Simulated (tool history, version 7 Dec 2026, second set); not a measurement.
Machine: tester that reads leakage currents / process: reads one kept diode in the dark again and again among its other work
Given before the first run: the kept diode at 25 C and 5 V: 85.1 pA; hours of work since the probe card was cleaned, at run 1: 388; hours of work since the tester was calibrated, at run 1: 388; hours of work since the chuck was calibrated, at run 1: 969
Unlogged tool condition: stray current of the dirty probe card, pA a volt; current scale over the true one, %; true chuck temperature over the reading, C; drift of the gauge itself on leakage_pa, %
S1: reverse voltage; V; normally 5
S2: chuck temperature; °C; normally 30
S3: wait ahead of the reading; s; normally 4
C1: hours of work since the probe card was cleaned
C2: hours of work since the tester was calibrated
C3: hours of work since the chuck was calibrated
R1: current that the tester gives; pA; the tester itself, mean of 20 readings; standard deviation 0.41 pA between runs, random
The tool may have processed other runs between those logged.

{"run": 1, "hour": 0.0, "S1": 5, "S2": 30, "S3": 4, "C1": 388, "C2": 388, "C3": 969, "R1": 125.39}
{"run": 2, "hour": 191.7, "S1": 5, "S2": 30, "S3": 4, "C1": 495, "C2": 495, "C3": 1077, "R1": 123.37}
{"hour": 239.4, "done": "chuck's temperature calibrated"}
{"run": 3, "hour": 345.0, "S1": 5, "S2": 30, "S3": 4, "C1": 580, "C2": 580, "C3": 59, "R1": 135.18}
{"run": 4, "hour": 480.5, "S1": 5, "S2": 30, "S3": 8.3, "C1": 656, "C2": 656, "C3": 135, "R1": 134.24}
{"run": 5, "hour": 603.9, "S1": 5, "S2": 26, "S3": 4, "C1": 725, "C2": 725, "C3": 204, "R1": 92.12}
{"run": 6, "hour": 708.0, "S1": 5, "S2": 26, "S3": 4, "C1": 784, "C2": 784, "C3": 263, "R1": 92.43}
{"run": 7, "hour": 851.3, "S1": 5, "S2": 26, "S3": 4, "C1": 864, "C2": 864, "C3": 343, "R1": 92.02}
{"run": 8, "hour": 968.1, "S1": 5, "S2": 26, "S3": 4, "C1": 930, "C2": 930, "C3": 409, "R1": 91.19}
{"run": 9, "hour": 1140.0, "S1": 5, "S2": 30, "S3": 4, "C1": 1026, "C2": 1026, "C3": 505, "R1": 129.93}
{"run": 10, "hour": 1228.0, "S1": 5, "S2": 30, "S3": 5.29, "C1": 1076, "C2": 1076, "C3": 555, "R1": 129.48}
{"run": 11, "hour": 1360.2, "S1": 5, "S2": 34, "S3": 4, "C1": 1150, "C2": 1150, "C3": 629, "R1": 184.93}
{"run": 12, "hour": 1529.5, "S1": 5, "S2": 25, "S3": 4, "C1": 1245, "C2": 1245, "C3": 724, "R1": 81.27}
{"run": 13, "hour": 1616.7, "S1": 5, "S2": 25, "S3": 4, "C1": 1294, "C2": 1294, "C3": 773, "R1": 81.22}
{"run": 14, "hour": 1767.4, "S1": 5, "S2": 25, "S3": 4, "C1": 1378, "C2": 1378, "C3": 857, "R1": 80.7}
{"run": 15, "hour": 1956.1, "S1": 5, "S2": 30, "S3": 4, "C1": 1484, "C2": 1484, "C3": 963, "R1": 125.46}
{"run": 16, "hour": 2106.9, "S1": 5, "S2": 30, "S3": 4, "C1": 1569, "C2": 1569, "C3": 1048, "R1": 124.94}
{"hour": 2213.0, "done": "chuck's temperature calibrated"}
{"run": 17, "hour": 2255.0, "S1": 9.6, "S2": 30, "S3": 4, "C1": 1651, "C2": 1651, "C3": 24, "R1": 187.19}
{"run": 18, "hour": 2367.6, "S1": 9.6, "S2": 30, "S3": 4, "C1": 1714, "C2": 1714, "C3": 87, "R1": 186.25}
{"run": 19, "hour": 2475.1, "S1": 9.6, "S2": 30, "S3": 4, "C1": 1774, "C2": 1774, "C3": 147, "R1": 185.56}
{"run": 20, "hour": 2608.1, "S1": 5, "S2": 30, "S3": 4, "C1": 1849, "C2": 1849, "C3": 222, "R1": 140.08}
{"run": 21, "hour": 2708.7, "S1": 5, "S2": 30, "S3": 4, "C1": 1905, "C2": 1905, "C3": 278, "R1": 138.1}
{"run": 22, "hour": 2871.1, "S1": 2.52, "S2": 21, "S3": 1.08, "C1": 1996, "C2": 1996, "C3": 369, "R1": 45.39}
{"run": 23, "hour": 3019.2, "S1": 2.52, "S2": 21, "S3": 1.08, "C1": 2079, "C2": 2079, "C3": 452, "R1": 45.13}
{"run": 24, "hour": 3173.6, "S1": 2.52, "S2": 21, "S3": 1.08, "C1": 2166, "C2": 2166, "C3": 539, "R1": 45.13}
{"run": 25, "hour": 3300.4, "S1": 2.52, "S2": 21, "S3": 1.08, "C1": 2237, "C2": 2237, "C3": 610, "R1": 44.6}
{"run": 26, "hour": 3389.1, "S1": 2.52, "S2": 21, "S3": 1.08, "C1": 2287, "C2": 2287, "C3": 660, "R1": 44.48}
{"run": 27, "hour": 3518.7, "S1": 2.52, "S2": 21, "S3": 1.08, "C1": 2360, "C2": 2360, "C3": 732, "R1": 44.35}
{"run": 28, "hour": 3631.0, "S1": 17.13, "S2": 37, "S3": 1.08, "C1": 2423, "C2": 2423, "C3": 796, "R1": 417.98}
{"run": 29, "hour": 3779.2, "S1": 1.51, "S2": 25, "S3": 0.74, "C1": 2506, "C2": 2506, "C3": 879, "R1": 50.7}
{"run": 30, "hour": 3969.5, "S1": 1.01, "S2": 30, "S3": 5.2, "C1": 2612, "C2": 2612, "C3": 985, "R1": 66.29}
{"run": 31, "hour": 4054.6, "S1": 1.44, "S2": 30, "S3": 0.48, "C1": 2660, "C2": 2660, "C3": 1033, "R1": 77.11}
{"run": 32, "hour": 4142.4, "S1": 1.44, "S2": 30, "S3": 0.48, "C1": 2709, "C2": 2709, "C3": 1082, "R1": 77.31}
{"hour": 4178.1, "done": "chuck's temperature calibrated"}
{"run": 33, "hour": 4223.6, "S1": 1.74, "S2": 38, "S3": 4, "C1": 2754, "C2": 2754, "C3": 26, "R1": 179.65}
{"run": 34, "hour": 4359.8, "S1": 2.73, "S2": 30, "S3": 4, "C1": 2830, "C2": 2830, "C3": 102, "R1": 107.47}
{"run": 35, "hour": 4524.7, "S1": 2.73, "S2": 30, "S3": 4, "C1": 2923, "C2": 2923, "C3": 194, "R1": 106.51}
{"run": 36, "hour": 4673.7, "S1": 2.73, "S2": 30, "S3": 4, "C1": 3006, "C2": 3006, "C3": 278, "R1": 105.84}
{"run": 37, "hour": 4864.5, "S1": 1.61, "S2": 42, "S3": 2.74, "C1": 3113, "C2": 3113, "C3": 385, "R1": 237.42}
{"run": 38, "hour": 5010.5, "S1": 4.54, "S2": 56, "S3": 5.76, "C1": 3195, "C2": 3195, "C3": 467, "R1": 1121.95}
{"run": 39, "hour": 5165.9, "S1": 5, "S2": 41, "S3": 3.41, "C1": 3282, "C2": 3282, "C3": 554, "R1": 347.97}

Consider 4 possible next runs. They are alternatives, not a sequence: every one starts from the tool as it was left by run 39. What does each give?
{"run": "A", "hour": 5331.7, "S1": 5, "S2": 41, "S3": 3.41, "C1": 3375, "C2": 3375, "C3": 647, "R1": "?"}
{"run": "B", "hour": 5331.7, "S1": 1.83, "S2": 28, "S3": 1.05, "C1": 3375, "C2": 3375, "C3": 647, "R1": "?"}
{"run": "C", "hour": 5331.7, "S1": 5, "S2": 30, "S3": 0.53, "C1": 3375, "C2": 3375, "C3": 647, "R1": "?"}
{"run": "D", "hour": 5331.7, "S1": 16.83, "S2": 41, "S3": 3.41, "C1": 3375, "C2": 3375, "C3": 647, "R1": "?"}

run=A R1=343.32
run=B R1=72.72
run=C R1=135.3
run=D R1=578.29
Had the tool no hidden state, the same runs would have come out as:
run=A R1=354.27
run=B R1=74.63
run=C R1=137
run=D R1=588.02
